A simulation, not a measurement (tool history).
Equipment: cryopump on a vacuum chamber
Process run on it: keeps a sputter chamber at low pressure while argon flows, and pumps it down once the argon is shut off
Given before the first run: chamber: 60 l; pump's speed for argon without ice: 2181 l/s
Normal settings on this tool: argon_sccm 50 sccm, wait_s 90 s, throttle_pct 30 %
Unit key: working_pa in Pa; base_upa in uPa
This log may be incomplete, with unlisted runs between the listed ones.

run    day  argon_sccm  wait_s  throttle_pct  working_pa  base_upa
  1      0          50      90            30      0.1315      1.55
  2  0.425          50      90            17      0.2296      1.54
  3  1.238          50      90            30      0.1328      1.55
  4  1.646          50      90            30      0.1331       1.6
  5  2.221          50      90            17      0.2308      1.64
  6  3.104          50      34            30      0.1328      2.58
  7   3.75          50      34            30      0.1329      2.59
  8  4.679          50      34            30      0.1319      2.63
  9  5.375          50      34            30      0.1332       2.6
 10  6.042          50      34            30      0.1335      2.59
 11  6.838          50      34            30      0.1326      2.61
 12  7.267          50      34            30       0.133      2.56
 13    7.7          50      34            30      0.1341      2.57

Run 14 has not been measured yet. What should we expect?
 14  8.238          23      46            41           ?         ?

working_pa: 0.0449 Pa
base_upa: 2.19 uPa
The same run, on a tool lacking any hidden state, would have yielded working_pa 0.043 Pa, base_upa 1.31 uPa.

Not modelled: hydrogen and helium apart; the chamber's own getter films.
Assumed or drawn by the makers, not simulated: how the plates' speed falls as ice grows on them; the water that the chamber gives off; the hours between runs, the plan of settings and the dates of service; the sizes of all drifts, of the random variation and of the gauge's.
